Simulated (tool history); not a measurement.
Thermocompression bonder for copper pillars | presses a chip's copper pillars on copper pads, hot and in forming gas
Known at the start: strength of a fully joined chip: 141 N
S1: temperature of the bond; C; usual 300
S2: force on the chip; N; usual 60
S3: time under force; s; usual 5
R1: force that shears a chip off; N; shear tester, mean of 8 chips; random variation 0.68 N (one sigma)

Run 1, hour 0: usual settings. Result: R1 71.7 N.
Run 2, hour 58.4: usual settings. Result: R1 69.4 N.
At hour 99.4: forming gas filter changed.
Run 3, hour 111.1: usual settings. Result: R1 71.4 N.
Run 4, hour 140: usual settings but S3 4 s. Result: R1 65 N.
Run 5, hour 177.4: usual settings but S3 4 s. Result: R1 65.1 N.
Run 6, hour 242.2: usual settings but S3 3 s. Result: R1 59.2 N.
Run 7, hour 291.1: usual settings but S3 3 s. Result: R1 56.9 N.
At hour 344.6: forming gas filter changed.
Run 8, hour 347.7: usual settings but S3 3 s. Result: R1 58.8 N.
Run 9, hour 387.7: usual settings but S2 41 N. Result: R1 55.2 N.
Run 10, hour 432.7: usual settings. Result: R1 68.7 N.
Run 11, hour 482.3: usual settings. Result: R1 68.4 N.
Run 12, hour 514.2: usual settings. Result: R1 68 N.
Run 13, hour 549.4: usual settings but S1 286 C, S2 70 N, S3 3 s. Result: R1 52.7 N.
At hour 589.7: forming gas filter changed.
Run 14, hour 598: usual settings but S3 9 s. Result: R1 82.7 N.
Run 15, hour 629.9: usual settings but S1 326 C, S2 66 N, S3 4 s. Result: R1 89.6 N.
At hour 636.2: heater calibrated with a thermocouple chip.
Run 16, hour 692.1: usual settings but S1 330 C, S2 66 N, S3 3 s. Result: R1 85.2 N.
Run 17, hour 748.1: usual settings but S1 287 C, S2 70 N. Result: R1 63.9 N.
Run 18, hour 806.1: usual settings but S1 273 C, S2 89 N. Result: R1 61.8 N.
At hour 836.1: forming gas filter changed.
Run 19, hour 837.9: usual settings but S1 273 C, S2 89 N. Result: R1 62.2 N.
At hour 876.5: heater calibrated with a thermocouple chip, once more.
Run 20, hour 882: usual settings but S3 10 s. Result: R1 90.6 N.
Run 21, hour 931.3: usual settings but S1 322 C, S2 80 N, S3 13 s. Result: R1 124.3 N.
Run 22, hour 968.6: usual settings but S1 289 C, S2 80 N, S3 4 s. Result: R1 69.4 N.
Run 23, hour 1024.9: usual settings but S1 301 C, S2 59 N, S3 3 s. Result: R1 59.2 N.
Run 24, hour 1059.6: usual settings but S2 45 N. Result: R1 57.4 N.

3 ways to go on from here, each from the tool as it stands after run 24. What would each give?
At hour 1083.6: forming gas filter changed.
Run A, hour 1091.3: usual settings but S1 308 C, S2 84 N. Result: R1 ?.
At hour 1083.6: forming gas filter changed.
Run B, hour 1091.3: usual settings but S1 273 C, S2 52 N, S3 4 s. Result: R1 ?.
At hour 1083.6: forming gas filter changed.
Run C, hour 1091.3: usual settings but S1 320 C. Result: R1 ?.

run    R1
  A  94.7
  B  41.7
  C  87.6
Without the tool's hidden state the same runs would have given:
run    R1
  A  93.9
  B  41.3
  C  86.7

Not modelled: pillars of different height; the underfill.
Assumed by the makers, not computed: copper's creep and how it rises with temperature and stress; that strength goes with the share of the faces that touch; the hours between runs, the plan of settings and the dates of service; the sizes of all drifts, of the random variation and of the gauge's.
